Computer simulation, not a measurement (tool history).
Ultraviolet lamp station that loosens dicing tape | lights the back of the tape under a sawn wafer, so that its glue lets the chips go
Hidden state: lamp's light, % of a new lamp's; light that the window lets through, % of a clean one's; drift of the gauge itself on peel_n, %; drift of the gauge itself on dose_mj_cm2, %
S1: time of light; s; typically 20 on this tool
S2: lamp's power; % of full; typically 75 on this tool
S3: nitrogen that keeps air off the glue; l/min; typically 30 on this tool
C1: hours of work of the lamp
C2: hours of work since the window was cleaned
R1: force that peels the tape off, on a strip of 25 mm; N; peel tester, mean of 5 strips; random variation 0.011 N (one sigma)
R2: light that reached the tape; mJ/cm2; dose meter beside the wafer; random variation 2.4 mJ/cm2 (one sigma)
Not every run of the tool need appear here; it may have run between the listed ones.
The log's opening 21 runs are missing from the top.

{"run": 22, "day": 7.067, "S1": 22, "S2": 75, "S3": 31, "C1": 270, "C2": 50, "R1": 0.474, "R2": 274}
{"run": 23, "day": 7.433, "S1": 16, "S2": 67, "S3": 30, "C1": 273, "C2": 54, "R1": 0.915, "R2": 177}
{"run": 24, "day": 7.867, "S1": 16, "S2": 67, "S3": 30, "C1": 278, "C2": 58, "R1": 0.924, "R2": 177}
{"run": 25, "day": 8.1, "S1": 16, "S2": 67, "S3": 30, "C1": 280, "C2": 61, "R1": 0.88, "R2": 177}
{"run": 26, "day": 8.425, "S1": 16, "S2": 67, "S3": 30, "C1": 284, "C2": 64, "R1": 0.924, "R2": 181}
{"run": 27, "day": 8.917, "S1": 15, "S2": 62, "S3": 30, "C1": 289, "C2": 69, "R1": 1.147, "R2": 154}
{"run": 28, "day": 9.288, "S1": 23, "S2": 100, "S3": 14, "C1": 292, "C2": 73, "R1": 0.411, "R2": 375}
{"run": 29, "day": 9.692, "S1": 26, "S2": 68, "S3": 41, "C1": 297, "C2": 77, "R1": 0.392, "R2": 289}
{"run": 30, "day": 10.108, "S1": 26, "S2": 68, "S3": 41, "C1": 301, "C2": 81, "R1": 0.393, "R2": 287}
{"run": 31, "day": 10.329, "S1": 11, "S2": 61, "S3": 30, "C1": 303, "C2": 84, "R1": 1.583, "R2": 108}
{"run": 32, "day": 10.571, "S1": 18, "S2": 82, "S3": 42, "C1": 306, "C2": 86, "R1": 0.519, "R2": 238}

Forecast run 33:
{"run": 33, "day": 11.058, "S1": 23, "S2": 84, "S3": 10, "C1": 311, "C2": 91, "R1": "?", "R2": "?"}

Run 33 gave R1 0.669 N, R2 311 mJ/cm2.
Without the tool's hidden state the same run would have given R1 0.538 N, R2 359 mJ/cm2.
